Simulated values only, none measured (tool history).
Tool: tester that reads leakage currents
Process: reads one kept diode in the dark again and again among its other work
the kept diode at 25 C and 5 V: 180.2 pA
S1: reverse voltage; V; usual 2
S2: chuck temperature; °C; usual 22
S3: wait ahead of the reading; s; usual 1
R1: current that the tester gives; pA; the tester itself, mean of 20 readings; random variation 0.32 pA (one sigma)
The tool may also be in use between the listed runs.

run	day	S1	S2	S3	R1
1	0	2	22	1	93.54
2	0.754	2	22	1	93.08
3	2.138	2	22	1	93.16
4	3.588	2	22	1	93.29
5	4.412	2	22	1	93.26
# day 4.888: probe card cleaned and baked
6	5.7	2	22	1.45	92.16
# day 6.508: chuck's temperature calibrated
7	7.071	2	22	1.45	106.18
8	8.279	2	22	1.45	106.1
9	9.762	2	22	1.45	106.45
10	10.825	2	22	1	106.9
11	12.067	9.92	22	1	175.41
12	13.646	2	22	1	106.07
13	14.683	2	22	1	106.1
14	16.35	2	22	1	105.67
15	17.438	2	22	1	106.26
16	18.642	2	22	1	106.16
17	20.146	2	41	1	486.38
18	21.654	2	41	1	485.76
19	22.758	2	41	1	485.06
20	23.65	2	22	1	105.05
21	24.746	2	22	2.02	105.41
22	25.792	2	22	2.02	104.87
23	27.129	2	22	2.02	104.71
24	28.217	2	22	2.02	104.28
25	29.721	11.66	23	1.56	199.51
26	30.688	11.66	23	1.56	199.62
27	32.196	2	22	1.88	105.33
28	33.888	3.58	37	0.34	428.84
29	35.071	15.19	29	0.4	362.63
30	36.442	15.19	29	0.4	364.01
31	37.442	15.19	29	0.4	363.59
32	38.971	2	20	0.77	88.56
33	39.971	2.71	22	1	115.59
34	41.646	14.62	22	1	198.75

Forecast run 35:
35	42.933	14.62	22	1	?

R1: 198.55 pA
Without the tool's hidden state the same run would have given R1 199.45 pA.
